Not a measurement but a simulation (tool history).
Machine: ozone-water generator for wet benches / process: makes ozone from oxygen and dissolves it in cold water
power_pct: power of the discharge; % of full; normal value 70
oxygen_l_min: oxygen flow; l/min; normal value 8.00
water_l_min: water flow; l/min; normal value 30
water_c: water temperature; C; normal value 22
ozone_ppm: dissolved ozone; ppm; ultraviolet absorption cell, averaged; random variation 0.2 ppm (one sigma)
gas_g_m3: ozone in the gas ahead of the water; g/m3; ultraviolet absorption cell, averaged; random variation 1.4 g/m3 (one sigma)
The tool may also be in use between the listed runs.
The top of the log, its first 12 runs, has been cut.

run 13 hour=1531.9 | power_pct=70 oxygen_l_min=8.00 water_l_min=30 water_c=29 | ozone_ppm=23.8 gas_g_m3=247.0
run 14 hour=1661.7 | power_pct=70 oxygen_l_min=8.00 water_l_min=30 water_c=29 | ozone_ppm=23.7 gas_g_m3=245.8
run 15 hour=1780.1 | power_pct=70 oxygen_l_min=8.00 water_l_min=30 water_c=25 | ozone_ppm=25.3 gas_g_m3=247.4
run 16 hour=1877.2 | power_pct=70 oxygen_l_min=8.00 water_l_min=30 water_c=25 | ozone_ppm=25.1 gas_g_m3=246.6
-- hour=1926.3 water thermometer calibrated
run 17 hour=1980.6 | power_pct=70 oxygen_l_min=8.00 water_l_min=18 water_c=16 | ozone_ppm=41.8 gas_g_m3=247.4
run 18 hour=2087.7 | power_pct=70 oxygen_l_min=8.00 water_l_min=18 water_c=16 | ozone_ppm=41.9 gas_g_m3=246.4
run 19 hour=2185.0 | power_pct=70 oxygen_l_min=8.00 water_l_min=18 water_c=16 | ozone_ppm=41.5 gas_g_m3=246.3
run 20 hour=2299.7 | power_pct=70 oxygen_l_min=8.20 water_l_min=30 water_c=22 | ozone_ppm=26.3 gas_g_m3=242.2
run 21 hour=2457.1 | power_pct=70 oxygen_l_min=13.13 water_l_min=18 water_c=16 | ozone_ppm=37.9 gas_g_m3=185.8
run 22 hour=2532.5 | power_pct=73 oxygen_l_min=10.84 water_l_min=18 water_c=16 | ozone_ppm=40.2 gas_g_m3=211.5
run 23 hour=2646.2 | power_pct=73 oxygen_l_min=4.55 water_l_min=44 water_c=29 | ozone_ppm=16.7 gas_g_m3=343.1
run 24 hour=2753.2 | power_pct=73 oxygen_l_min=4.55 water_l_min=44 water_c=29 | ozone_ppm=17.2 gas_g_m3=341.8
run 25 hour=2847.0 | power_pct=42 oxygen_l_min=6.63 water_l_min=32 water_c=19 | ozone_ppm=18.6 gas_g_m3=193.8
run 26 hour=2967.4 | power_pct=73 oxygen_l_min=6.63 water_l_min=23 water_c=19 | ozone_ppm=34.2 gas_g_m3=275.1
run 27 hour=3044.5 | power_pct=73 oxygen_l_min=6.63 water_l_min=23 water_c=19 | ozone_ppm=34.1 gas_g_m3=277.2
run 28 hour=3125.2 | power_pct=42 oxygen_l_min=11.92 water_l_min=29 water_c=24 | ozone_ppm=17.9 gas_g_m3=142.9
run 29 hour=3274.1 | power_pct=60 oxygen_l_min=7.51 water_l_min=33 water_c=24 | ozone_ppm=21.1 gas_g_m3=226.8
run 30 hour=3405.8 | power_pct=60 oxygen_l_min=7.51 water_l_min=29 water_c=22 | ozone_ppm=24.0 gas_g_m3=226.5
run 31 hour=3535.6 | power_pct=60 oxygen_l_min=8.13 water_l_min=29 water_c=22 | ozone_ppm=23.6 gas_g_m3=218.1

Predict each of these 5 candidate next runs independently; none follows another, all start after run 31:
run A hour=3655.2 | power_pct=60 oxygen_l_min=9.19 water_l_min=29 water_c=18 | ozone_ppm=? gas_g_m3=?
run B hour=3655.2 | power_pct=60 oxygen_l_min=8.75 water_l_min=29 water_c=18 | ozone_ppm=? gas_g_m3=?
run C hour=3655.2 | power_pct=65 oxygen_l_min=8.00 water_l_min=22 water_c=22 | ozone_ppm=? gas_g_m3=?
run D hour=3655.2 | power_pct=80 oxygen_l_min=8.13 water_l_min=29 water_c=26 | ozone_ppm=? gas_g_m3=?
run E hour=3655.2 | power_pct=70 oxygen_l_min=8.00 water_l_min=30 water_c=15 | ozone_ppm=? gas_g_m3=?

run=A ozone_ppm=24.8 gas_g_m3=201.7
run=B ozone_ppm=24.9 gas_g_m3=206.5
run=C ozone_ppm=30.4 gas_g_m3=228.3
run=D ozone_ppm=26.4 gas_g_m3=258.9
run=E ozone_ppm=28.0 gas_g_m3=239.1
The same runs, with their run-to-run variation unchanged, on a tool lacking any hidden condition would have given:
run=A ozone_ppm=28.5 gas_g_m3=218.7
run=B ozone_ppm=28.6 gas_g_m3=223.8
run=C ozone_ppm=34.8 gas_g_m3=248.6
run=D ozone_ppm=30.8 gas_g_m3=285.4
run=E ozone_ppm=32.5 gas_g_m3=261.4
